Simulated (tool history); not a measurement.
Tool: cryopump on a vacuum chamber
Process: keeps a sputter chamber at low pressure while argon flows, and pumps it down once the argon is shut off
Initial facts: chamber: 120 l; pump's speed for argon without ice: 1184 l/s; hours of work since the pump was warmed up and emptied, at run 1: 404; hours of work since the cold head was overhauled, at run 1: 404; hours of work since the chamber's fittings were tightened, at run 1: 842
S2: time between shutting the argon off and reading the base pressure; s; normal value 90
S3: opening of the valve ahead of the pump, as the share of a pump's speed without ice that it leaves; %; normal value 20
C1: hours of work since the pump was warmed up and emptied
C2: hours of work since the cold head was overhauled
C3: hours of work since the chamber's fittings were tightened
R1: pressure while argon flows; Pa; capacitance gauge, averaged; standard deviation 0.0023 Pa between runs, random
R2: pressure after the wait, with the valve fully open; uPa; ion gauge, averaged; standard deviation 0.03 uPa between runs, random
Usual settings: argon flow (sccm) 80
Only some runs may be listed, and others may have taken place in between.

run 1 day=0 | argon_flow_(sccm)=80 S2=90 S3=20 | C1=404 C2=404 C3=842 | R1=0.5873 R2=2.51
run 2 day=0.733 | argon_flow_(sccm)=80 S2=90 S3=20 | C1=419 C2=419 C3=858 | R1=0.5887 R2=2.51
run 3 day=1.667 | argon_flow_(sccm)=80 S2=90 S3=20 | C1=439 C2=439 C3=877 | R1=0.5956 R2=2.67
run 4 day=2.088 | argon_flow_(sccm)=80 S2=90 S3=20 | C1=448 C2=448 C3=886 | R1=0.5863 R2=2.61
run 5 day=2.875 | argon_flow_(sccm)=80 S2=90 S3=20 | C1=465 C2=465 C3=903 | R1=0.5916 R2=2.6
run 6 day=3.458 | argon_flow_(sccm)=80 S2=90 S3=23 | C1=477 C2=477 C3=915 | R1=0.5157 R2=2.74
run 7 day=4.138 | argon_flow_(sccm)=80 S2=90 S3=23 | C1=491 C2=491 C3=930 | R1=0.5202 R2=2.72
run 8 day=4.525 | argon_flow_(sccm)=80 S2=90 S3=20 | C1=500 C2=500 C3=938 | R1=0.5927 R2=2.68
run 9 day=5.012 | argon_flow_(sccm)=80 S2=90 S3=20 | C1=510 C2=510 C3=948 | R1=0.598 R2=2.76
run 10 day=5.829 | argon_flow_(sccm)=80 S2=90 S3=20 | C1=527 C2=527 C3=966 | R1=0.596 R2=2.79
run 11 day=6.788 | argon_flow_(sccm)=63 S2=90 S3=20 | C1=548 C2=548 C3=986 | R1=0.4691 R2=2.79
run 12 day=7.638 | argon_flow_(sccm)=80 S2=290 S3=20 | C1=566 C2=566 C3=1004 | R1=0.5967 R2=1.94
run 13 day=8.229 | argon_flow_(sccm)=80 S2=290 S3=57 | C1=578 C2=578 C3=1017 | R1=0.2258 R2=2.02
run 14 day=9.062 | argon_flow_(sccm)=80 S2=290 S3=39 | C1=596 C2=596 C3=1034 | R1=0.321 R2=2.1
run 15 day=9.917 | argon_flow_(sccm)=80 S2=202 S3=20 | C1=614 C2=614 C3=1052 | R1=0.6006 R2=2.23
run 16 day=10.329 | argon_flow_(sccm)=80 S2=202 S3=20 | C1=623 C2=623 C3=1061 | R1=0.6003 R2=2.28
run 17 day=11.017 | argon_flow_(sccm)=80 S2=90 S3=20 | C1=637 C2=637 C3=1076 | R1=0.6067 R2=3.08
run 18 day=11.533 | argon_flow_(sccm)=80 S2=92 S3=20 | C1=648 C2=648 C3=1087 | R1=0.603 R2=3.06
run 19 day=12.167 | argon_flow_(sccm)=131 S2=27 S3=20 | C1=662 C2=662 C3=1100 | R1=0.9872 R2=5.97
run 20 day=12.754 | argon_flow_(sccm)=80 S2=257 S3=16 | C1=674 C2=674 C3=1113 | R1=0.7501 R2=2.22
run 21 day=13.271 | argon_flow_(sccm)=80 S2=257 S3=16 | C1=685 C2=685 C3=1124 | R1=0.7492 R2=2.26
run 22 day=13.796 | argon_flow_(sccm)=69 S2=257 S3=55 | C1=696 C2=696 C3=1135 | R1=0.2084 R2=2.23
run 23 day=14.217 | argon_flow_(sccm)=40 S2=110 S3=27 | C1=705 C2=705 C3=1144 | R1=0.2291 R2=2.89
run 24 day=15.108 | argon_flow_(sccm)=40 S2=110 S3=39 | C1=724 C2=724 C3=1163 | R1=0.1646 R2=2.78
run 25 day=15.667 | argon_flow_(sccm)=137 S2=193 S3=19 | C1=736 C2=736 C3=1174 | R1=1.0954 R2=2.54
run 26 day=16.35 | argon_flow_(sccm)=74 S2=90 S3=19 | C1=751 C2=751 C3=1189 | R1=0.5897 R2=3.16
run 27 day=17.071 | argon_flow_(sccm)=80 S2=72 S3=25 | C1=766 C2=766 C3=1204 | R1=0.4971 R2=3.61
run 28 day=17.817 | argon_flow_(sccm)=121 S2=177 S3=25 | C1=782 C2=782 C3=1220 | R1=0.7516 R2=2.74
run 29 day=18.279 | argon_flow_(sccm)=121 S2=177 S3=25 | C1=791 C2=791 C3=1230 | R1=0.7602 R2=2.74
run 30 day=19.179 | argon_flow_(sccm)=157 S2=67 S3=20 | C1=811 C2=811 C3=1249 | R1=1.1989 R2=3.8
run 31 day=19.742 | argon_flow_(sccm)=68 S2=218 S3=35 | C1=822 C2=822 C3=1261 | R1=0.3149 R2=2.7
-- day=20.45 pump warmed up, emptied and cooled again
run 32 day=20.704 | argon_flow_(sccm)=68 S2=218 S3=35 | C1=5 C2=838 C3=1277 | R1=0.278 R2=2.07
run 33 day=21.546 | argon_flow_(sccm)=68 S2=218 S3=35 | C1=23 C2=856 C3=1295 | R1=0.2802 R2=2.16
run 34 day=22.283 | argon_flow_(sccm)=68 S2=218 S3=35 | C1=39 C2=872 C3=1310 | R1=0.2796 R2=2.21

4 ways to go on from here, each from the tool as it stands after run 34. What would each give?
run A day=22.996 | argon_flow_(sccm)=68 S2=41 S3=44 | C1=54 C2=887 C3=1325 | R1=? R2=?
run B day=22.996 | argon_flow_(sccm)=80 S2=90 S3=16 | C1=54 C2=887 C3=1325 | R1=? R2=?
run C day=22.996 | argon_flow_(sccm)=34 S2=50 S3=19 | C1=54 C2=887 C3=1325 | R1=? R2=?
run D day=22.996 | argon_flow_(sccm)=54 S2=90 S3=15 | C1=54 C2=887 C3=1325 | R1=? R2=?

run=A R1=0.223 R2=4.43
run=B R1=0.719 R2=2.88
run=C R1=0.2574 R2=3.99
run=D R1=0.5197 R2=2.95
Without the tool's unlogged condition, the same runs would have read:
run=A R1=0.2198 R2=2.96
run=B R1=0.7152 R2=1.46
run=C R1=0.2558 R2=2.51
run=D R1=0.5171 R2=1.49

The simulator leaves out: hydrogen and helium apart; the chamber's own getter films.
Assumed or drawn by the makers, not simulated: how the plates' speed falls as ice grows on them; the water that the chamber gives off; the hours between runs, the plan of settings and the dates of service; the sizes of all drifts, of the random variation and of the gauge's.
